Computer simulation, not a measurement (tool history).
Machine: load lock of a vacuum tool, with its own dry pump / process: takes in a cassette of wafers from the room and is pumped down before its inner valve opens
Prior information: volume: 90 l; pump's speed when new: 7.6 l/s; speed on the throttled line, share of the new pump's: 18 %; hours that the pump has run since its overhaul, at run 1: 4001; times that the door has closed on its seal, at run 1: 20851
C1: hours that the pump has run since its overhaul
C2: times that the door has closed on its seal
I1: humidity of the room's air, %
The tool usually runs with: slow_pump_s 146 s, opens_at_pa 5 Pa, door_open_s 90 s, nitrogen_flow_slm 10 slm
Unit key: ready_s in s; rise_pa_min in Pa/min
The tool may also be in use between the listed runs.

run 1 hour=0 | slow_pump_s=146 opens_at_pa=5 door_open_s=90 nitrogen_flow_slm=10 | C1=4001 C2=20851 | I1=46.1 | ready_s=239.6 rise_pa_min=0.21
run 2 hour=88.4 | slow_pump_s=146 opens_at_pa=5 door_open_s=90 nitrogen_flow_slm=10 | C1=4089 C2=21280 | I1=39.6 | ready_s=238.7 rise_pa_min=0.2
run 3 hour=259 | slow_pump_s=146 opens_at_pa=5 door_open_s=90 nitrogen_flow_slm=10 | C1=4260 C2=22109 | I1=44.3 | ready_s=238.9 rise_pa_min=0.225
run 4 hour=375.3 | slow_pump_s=146 opens_at_pa=5 door_open_s=90 nitrogen_flow_slm=19 | C1=4376 C2=22674 | I1=45.8 | ready_s=238.5 rise_pa_min=0.229
run 5 hour=533.5 | slow_pump_s=146 opens_at_pa=5 door_open_s=90 nitrogen_flow_slm=19 | C1=4534 C2=23443 | I1=47.7 | ready_s=237.8 rise_pa_min=0.231
run 6 hour=744.9 | slow_pump_s=146 opens_at_pa=5 door_open_s=90 nitrogen_flow_slm=19 | C1=4746 C2=24469 | I1=48.3 | ready_s=239.6 rise_pa_min=0.254
run 7 hour=911 | slow_pump_s=146 opens_at_pa=5 door_open_s=90 nitrogen_flow_slm=34 | C1=4912 C2=25276 | I1=45.8 | ready_s=238.9 rise_pa_min=0.255
run 8 hour=1008.2 | slow_pump_s=124 opens_at_pa=5 door_open_s=90 nitrogen_flow_slm=10 | C1=5009 C2=25748 | I1=43.4 | ready_s=219.9 rise_pa_min=0.276
run 9 hour=1164.1 | slow_pump_s=146 opens_at_pa=5 door_open_s=90 nitrogen_flow_slm=10 | C1=5165 C2=26506 | I1=47.6 | ready_s=240.5 rise_pa_min=0.289
run 10 hour=1342.8 | slow_pump_s=78 opens_at_pa=5 door_open_s=90 nitrogen_flow_slm=10 | C1=5344 C2=27374 | I1=48.9 | ready_s=184.4 rise_pa_min=0.297
run 11 hour=1482.6 | slow_pump_s=78 opens_at_pa=5 door_open_s=90 nitrogen_flow_slm=10 | C1=5483 C2=28053 | I1=46.8 | ready_s=183.5 rise_pa_min=0.308
run 12 hour=1603.5 | slow_pump_s=78 opens_at_pa=5 door_open_s=90 nitrogen_flow_slm=10 | C1=5604 C2=28640 | I1=46.6 | ready_s=184.6 rise_pa_min=0.314
run 13 hour=1765.8 | slow_pump_s=78 opens_at_pa=5 door_open_s=90 nitrogen_flow_slm=10 | C1=5767 C2=29429 | I1=46.3 | ready_s=184.3 rise_pa_min=0.325
run 14 hour=1864.7 | slow_pump_s=146 opens_at_pa=5 door_open_s=90 nitrogen_flow_slm=10 | C1=5866 C2=29909 | I1=46.4 | ready_s=239.6 rise_pa_min=0.336
run 15 hour=2083.2 | slow_pump_s=146 opens_at_pa=5 door_open_s=90 nitrogen_flow_slm=10 | C1=6084 C2=30971 | I1=44.4 | ready_s=239.5 rise_pa_min=0.355
run 16 hour=2205 | slow_pump_s=177 opens_at_pa=10 door_open_s=80 nitrogen_flow_slm=44 | C1=6206 C2=31562 | I1=40.7 | ready_s=255.9 rise_pa_min=0.354
run 17 hour=2371.8 | slow_pump_s=80 opens_at_pa=5 door_open_s=230 nitrogen_flow_slm=10 | C1=6373 C2=32373 | I1=47.3 | ready_s=186.4 rise_pa_min=0.393
run 18 hour=2503.1 | slow_pump_s=81 opens_at_pa=5 door_open_s=29 nitrogen_flow_slm=10 | C1=6504 C2=33010 | I1=43.2 | ready_s=187.2 rise_pa_min=0.376
run 19 hour=2694.1 | slow_pump_s=121 opens_at_pa=6 door_open_s=68 nitrogen_flow_slm=7 | C1=6695 C2=33938 | I1=43.2 | ready_s=217.6 rise_pa_min=0.4
run 20 hour=2859 | slow_pump_s=161 opens_at_pa=6 door_open_s=48 nitrogen_flow_slm=23 | C1=6860 C2=34739 | I1=43.6 | ready_s=251.5 rise_pa_min=0.405
run 21 hour=2998.1 | slow_pump_s=146 opens_at_pa=5 door_open_s=56 nitrogen_flow_slm=12 | C1=6999 C2=35415 | I1=46.1 | ready_s=240.9 rise_pa_min=0.428
-- hour=3025.3 door's seal changed, seat wiped
run 22 hour=3218.1 | slow_pump_s=285 opens_at_pa=5 door_open_s=56 nitrogen_flow_slm=12 | C1=7217 C2=937 | I1=48.3 | ready_s=353.3 rise_pa_min=0.026
run 23 hour=3403.4 | slow_pump_s=285 opens_at_pa=5 door_open_s=56 nitrogen_flow_slm=12 | C1=7403 C2=1836 | I1=47.3 | ready_s=352.8 rise_pa_min=0.029
run 24 hour=3597.3 | slow_pump_s=249 opens_at_pa=5 door_open_s=102 nitrogen_flow_slm=10 | C1=7597 C2=2778 | I1=45.5 | ready_s=323.9 rise_pa_min=0.043
run 25 hour=3694.6 | slow_pump_s=249 opens_at_pa=5 door_open_s=102 nitrogen_flow_slm=23 | C1=7694 C2=3251 | I1=46.3 | ready_s=325.3 rise_pa_min=0.031
run 26 hour=3800.5 | slow_pump_s=249 opens_at_pa=5 door_open_s=102 nitrogen_flow_slm=23 | C1=7800 C2=3766 | I1=46.6 | ready_s=324.7 rise_pa_min=0.035
run 27 hour=4003.4 | slow_pump_s=90 opens_at_pa=7 door_open_s=225 nitrogen_flow_slm=23 | C1=8003 C2=4751 | I1=44.8 | ready_s=191.3 rise_pa_min=0.056
run 28 hour=4159.4 | slow_pump_s=215 opens_at_pa=5 door_open_s=128 nitrogen_flow_slm=42 | C1=8159 C2=5509 | I1=41.6 | ready_s=297.1 rise_pa_min=0.041

4 options for the next run, each taken on its own from the tool as it stands now. Forecast them:
run A hour=4371.3 | slow_pump_s=178 opens_at_pa=5 door_open_s=222 nitrogen_flow_slm=30 | C1=8371 C2=6538 | I1=43.4 | ready_s=? rise_pa_min=?
run B hour=4371.3 | slow_pump_s=87 opens_at_pa=8 door_open_s=37 nitrogen_flow_slm=10 | C1=8371 C2=6538 | I1=44.3 | ready_s=? rise_pa_min=?
run C hour=4371.3 | slow_pump_s=146 opens_at_pa=5 door_open_s=74 nitrogen_flow_slm=10 | C1=8371 C2=6538 | I1=42.6 | ready_s=? rise_pa_min=?
run D hour=4371.3 | slow_pump_s=146 opens_at_pa=5 door_open_s=90 nitrogen_flow_slm=40 | C1=8371 C2=6538 | I1=41.5 | ready_s=? rise_pa_min=?

run=A ready_s=267.2 rise_pa_min=0.056
run=B ready_s=188.3 rise_pa_min=0.046
run=C ready_s=240.7 rise_pa_min=0.054
run=D ready_s=241 rise_pa_min=0.047
The same runs, with their run-to-run variation unchanged, on a tool lacking any hidden condition would have given:
run=A ready_s=263.1 rise_pa_min=0.024
run=B ready_s=183.6 rise_pa_min=0.013
run=C ready_s=236.3 rise_pa_min=0.02
run=D ready_s=236.6 rise_pa_min=0.015
